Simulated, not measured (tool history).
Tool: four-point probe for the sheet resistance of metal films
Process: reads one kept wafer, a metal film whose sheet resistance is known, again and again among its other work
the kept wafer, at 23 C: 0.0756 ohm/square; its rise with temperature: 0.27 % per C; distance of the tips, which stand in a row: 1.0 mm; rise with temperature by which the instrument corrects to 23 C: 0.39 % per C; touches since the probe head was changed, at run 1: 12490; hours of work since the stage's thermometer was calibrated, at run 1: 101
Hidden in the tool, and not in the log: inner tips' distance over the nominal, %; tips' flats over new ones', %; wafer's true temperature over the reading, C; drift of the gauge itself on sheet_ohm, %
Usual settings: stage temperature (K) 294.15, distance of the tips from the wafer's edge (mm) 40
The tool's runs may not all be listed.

| run | hour | stage temperature (K) | distance of the tips from the wafer's edge (mm) | touches since the probe head was changed | hours of work since the stage's thermometer was calibrated | sheet resistance as the instrument gives it (ohm/square) |
|---|---|---|---|---|---|---|
| 1 | 0.0 | 294.15 | 40 | 12490 | 101 | 0.075826 |
| 2 | 13.6 | 301.15 | 40 | 12979 | 106 | 0.075213 |
| 3 | 21.5 | 294.15 | 40 | 13265 | 109 | 0.075870 |
| 4 | 33.1 | 294.15 | 40 | 13686 | 114 | 0.075859 |
| 5 | 51.5 | 296.15 | 40 | 14351 | 122 | 0.075669 |
| 6 | 66.4 | 296.15 | 40 | 14888 | 128 | 0.075648 |
| 7 | 76.6 | 305.15 | 40 | 15257 | 132 | 0.074843 |
| 8 | 84.6 | 305.15 | 40 | 15546 | 135 | 0.074881 |
| 9 | 100.6 | 293.15 | 39 | 16125 | 142 | 0.075930 |
| 10 | 108.7 | 291.15 | 70 | 16416 | 145 | 0.076103 |
| 11 | 119.0 | 291.15 | 22 | 16789 | 149 | 0.076197 |
| 12 | 136.1 | 293.15 | 6 | 17404 | 156 | 0.077033 |
| 13 | 147.8 | 293.15 | 6 | 17829 | 161 | 0.077028 |
| 14 | 160.8 | 293.15 | 6 | 18296 | 166 | 0.077042 |
| 15 | 172.9 | 299.15 | 21 | 18735 | 171 | 0.075457 |
| 16 | 185.3 | 302.15 | 7 | 19183 | 176 | 0.075882 |

Forecast each of these 4 alternatives for the next run:
| A | 194.4 | 302.15 | 59 | 19510 | 180 | ? |
| B | 194.4 | 291.15 | 8 | 19510 | 180 | ? |
| C | 194.4 | 294.15 | 4 | 19510 | 180 | ? |
| D | 194.4 | 297.15 | 40 | 19510 | 180 | ? |

| run | sheet resistance as the instrument gives it (ohm/square) |
|---|---|
| A | 0.075089 |
| B | 0.076713 |
| C | 0.078264 |
| D | 0.075564 |
Without the tool's hidden state the same runs would have given:
| run | sheet resistance as the instrument gives it (ohm/square) |
|---|---|
| A | 0.075066 |
| B | 0.076690 |
| C | 0.078240 |
| D | 0.075541 |
